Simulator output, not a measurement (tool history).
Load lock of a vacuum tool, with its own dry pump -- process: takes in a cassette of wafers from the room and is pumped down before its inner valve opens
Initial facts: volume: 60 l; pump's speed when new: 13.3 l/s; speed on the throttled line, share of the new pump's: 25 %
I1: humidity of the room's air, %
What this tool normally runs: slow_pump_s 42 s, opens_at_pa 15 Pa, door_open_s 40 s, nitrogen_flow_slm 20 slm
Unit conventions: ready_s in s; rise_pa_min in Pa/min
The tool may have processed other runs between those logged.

Run 1, hour 0.0: usual settings; I1 49.7. Result: ready_s 74.7 s, rise_pa_min 0.153 Pa/min.
Run 2, hour 268.4: usual settings; I1 43.6. Result: ready_s 74.9 s, rise_pa_min 0.154 Pa/min.
At hour 440.3: door's seal changed, seat wiped.
Run 3, hour 552.8: usual settings; I1 51.3. Result: ready_s 74.9 s, rise_pa_min 0.029 Pa/min.
Run 4, hour 887.1: usual settings; I1 43.1. Result: ready_s 74.6 s, rise_pa_min 0.032 Pa/min.
Run 5, hour 1117.5: usual settings; I1 45.9. Result: ready_s 75.2 s, rise_pa_min 0.032 Pa/min.
Run 6, hour 1498.1: usual settings; I1 41.3. Result: ready_s 74.9 s, rise_pa_min 0.028 Pa/min.
Run 7, hour 1706.4: usual settings; I1 47.3. Result: ready_s 74.8 s, rise_pa_min 0.040 Pa/min.
Run 8, hour 1912.6: usual settings; I1 40.6. Result: ready_s 75.5 s, rise_pa_min 0.029 Pa/min.
Run 9, hour 2397.6: usual settings; I1 42.8. Result: ready_s 75.0 s, rise_pa_min 0.029 Pa/min.
Run 10, hour 2619.5: usual settings; I1 41.5. Result: ready_s 75.6 s, rise_pa_min 0.032 Pa/min.
Run 11, hour 2853.3: usual settings; I1 44.0. Result: ready_s 76.0 s, rise_pa_min 0.029 Pa/min.
Run 12, hour 3313.8: usual settings; I1 47.5. Result: ready_s 76.0 s, rise_pa_min 0.035 Pa/min.
Run 13, hour 3668.9: usual settings; I1 45.3. Result: ready_s 75.1 s, rise_pa_min 0.034 Pa/min.
Run 14, hour 3985.4: usual settings; I1 40.9. Result: ready_s 76.4 s, rise_pa_min 0.036 Pa/min.
Run 15, hour 4377.9: usual settings but slow_pump_s 66 s, door_open_s 34 s, nitrogen_flow_slm 21 slm; I1 47.7. Result: ready_s 92.7 s, rise_pa_min 0.037 Pa/min.
Run 16, hour 4669.8: usual settings but slow_pump_s 66 s, door_open_s 34 s, nitrogen_flow_slm 21 slm; I1 43.4. Result: ready_s 93.4 s, rise_pa_min 0.033 Pa/min.
Run 17, hour 4976.4: usual settings but slow_pump_s 66 s, door_open_s 34 s, nitrogen_flow_slm 21 slm; I1 46.2. Result: ready_s 92.9 s, rise_pa_min 0.042 Pa/min.
Run 18, hour 5298.5: usual settings but slow_pump_s 72 s, door_open_s 34 s, nitrogen_flow_slm 8 slm; I1 48.0. Result: ready_s 97.9 s, rise_pa_min 0.047 Pa/min.

Estimate the outcome of run 19 from the log above:
Run 19, hour 5712.2: usual settings but slow_pump_s 25 s, opens_at_pa 29 Pa, nitrogen_flow_slm 29 slm; I1 47.6. Result: ready_s ?, rise_pa_min ?.

{"run 19": {"ready_s": 60.9, "rise_pa_min": 0.043}}
On a tool with no hidden condition, and with the same random variation, this run would have come out at ready_s 55.9 s, rise_pa_min 0.025 Pa/min.
